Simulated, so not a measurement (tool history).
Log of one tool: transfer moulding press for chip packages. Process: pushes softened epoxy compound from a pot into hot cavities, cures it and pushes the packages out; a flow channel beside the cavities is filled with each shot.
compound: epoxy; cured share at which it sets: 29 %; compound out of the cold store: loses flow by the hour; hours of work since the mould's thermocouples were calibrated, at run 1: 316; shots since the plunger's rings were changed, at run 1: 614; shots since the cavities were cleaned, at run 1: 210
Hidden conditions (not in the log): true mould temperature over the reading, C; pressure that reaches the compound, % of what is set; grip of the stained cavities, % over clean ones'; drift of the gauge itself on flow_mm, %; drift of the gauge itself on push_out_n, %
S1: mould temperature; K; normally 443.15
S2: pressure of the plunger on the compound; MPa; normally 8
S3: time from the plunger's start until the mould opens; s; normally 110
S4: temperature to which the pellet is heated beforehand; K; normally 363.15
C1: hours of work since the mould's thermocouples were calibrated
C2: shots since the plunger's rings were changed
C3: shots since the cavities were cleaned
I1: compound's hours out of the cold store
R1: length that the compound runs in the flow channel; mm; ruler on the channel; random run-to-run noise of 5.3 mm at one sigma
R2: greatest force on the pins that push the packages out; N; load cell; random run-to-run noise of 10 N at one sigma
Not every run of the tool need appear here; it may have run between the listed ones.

run   hour      S1    S2   S3      S4   C1    C2   C3    I1    R1   R2
  1      0  443.15     8  110  363.15  316   614  210     8  1073  483
  2     18  443.15     8  110  363.15  330   828  424  22.5   965  478
  3   33.4  443.15     8  110  363.15  341  1011  607  40.9   863  485
      51.9  -- cavities cleaned with cleaning compound and waxed
  4   57.3  443.15     8  110  356.15  358  1278   65  47.1   827  471
  5   75.8  443.15     8  110  356.15  372  1497  284  14.3  1018  489
  6   88.8  443.15     8  110  354.15  381  1652  439  40.5   871  481
  7  110.1  443.15     8  110  356.15  397  1905  692  19.6   997  484
       123  -- cavities cleaned with cleaning compound and waxed
  8  133.6  443.15     8  110  364.15  413  2166  126  15.4  1027  466
  9  147.5  443.15     8  110  364.15  424  2331  291  24.6   953  501
 10  160.9  443.15     8  110  364.15  434  2490  450  46.3   824  466
 11  178.9  443.15     8  140  364.15  447  2705  665   9.5  1070  438
     192.7  -- cavities cleaned with cleaning compound and waxed
 12  202.4  443.15     8  140  364.15  463  2965  115  41.5   861  431
 13  222.9  443.15     8  140  364.15  479  3209  359  25.1   951  431
 14  241.7  443.15     8  140  364.15  493  3433  583  14.1  1024  431
 15  257.6  442.15  6.27  117  370.15  504  3621  771   9.5   942  484
     262.6  -- cavities cleaned with cleaning compound and waxed
 16  272.6  443.15  8.81  110  357.15  514  3782  119  18.5  1045  473
 17  288.5  443.15  6.67  110  357.15  526  3971  308  33.5   821  465
 18  303.1  443.15     8   93  360.15  537  4144  481  26.1   961  603
 19  319.4  450.15  8.03   93  371.15  549  4338  675  39.3   859  459
       333  -- cavities cleaned with cleaning compound and waxed
 20  337.4  450.15  8.03   93  371.15  561  4535   53  39.5   856  453
 21  356.5  443.15  7.26  110  373.15  575  4761  279  12.6  1000  473
 22  366.3  443.15  7.26  110  373.15  583  4878  396  45.3   796  472
 23  383.3  443.15  9.65  110  368.15  595  5080  598  26.3  1035  488
 24  400.2  450.15  7.09   95  367.15  608  5280  798    45   775  453
       403  -- cavities cleaned with cleaning compound and waxed
 25  414.4  450.15  7.09   95  367.15  617  5432  137  13.5   947  443
 26  436.8  443.15   7.5  110  363.15  634  5698  403   8.3  1037  485
     441.8  -- plunger's sealing rings changed
 27  453.3  443.15   7.5  110  363.15  644   136  568  37.1   857  477

Hidden condition of the tool, last listed run before each entry between runs versus first listed run after:
From run 3 to run 4: cavities cleaned with cleaning compound and waxed (hour 51.9)
  pressure that reaches the compound, % of what is set: 99.95 -> 99.94; grip of the stained cavities, % over clean ones': 1.3 -> 0.3
From run 7 to run 8: cavities cleaned with cleaning compound and waxed (hour 123)
  pressure that reaches the compound, % of what is set: 99.92 -> 99.9; grip of the stained cavities, % over clean ones': 1.4 -> 0.4
From run 11 to run 12: cavities cleaned with cleaning compound and waxed (hour 192.7)
  pressure that reaches the compound, % of what is set: 99.88 -> 99.87; grip of the stained cavities, % over clean ones': 1.3 -> 0.4
From run 15 to run 16: cavities cleaned with cleaning compound and waxed (hour 262.6)
  pressure that reaches the compound, % of what is set: 99.84 -> 99.83; grip of the stained cavities, % over clean ones': 1.4 -> 0.3
From run 19 to run 20: cavities cleaned with cleaning compound and waxed (hour 333)
  pressure that reaches the compound, % of what is set: 99.81 -> 99.8; grip of the stained cavities, % over clean ones': 1.3 -> 0.2
From run 24 to run 25: cavities cleaned with cleaning compound and waxed (hour 403)
  grip of the stained cavities, % over clean ones': 1.5 -> 0.5
From run 26 to run 27: plunger's sealing rings changed (hour 441.8)
  pressure that reaches the compound, % of what is set: 99.75 -> 99.99; grip of the stained cavities, % over clean ones': 1 -> 1.2

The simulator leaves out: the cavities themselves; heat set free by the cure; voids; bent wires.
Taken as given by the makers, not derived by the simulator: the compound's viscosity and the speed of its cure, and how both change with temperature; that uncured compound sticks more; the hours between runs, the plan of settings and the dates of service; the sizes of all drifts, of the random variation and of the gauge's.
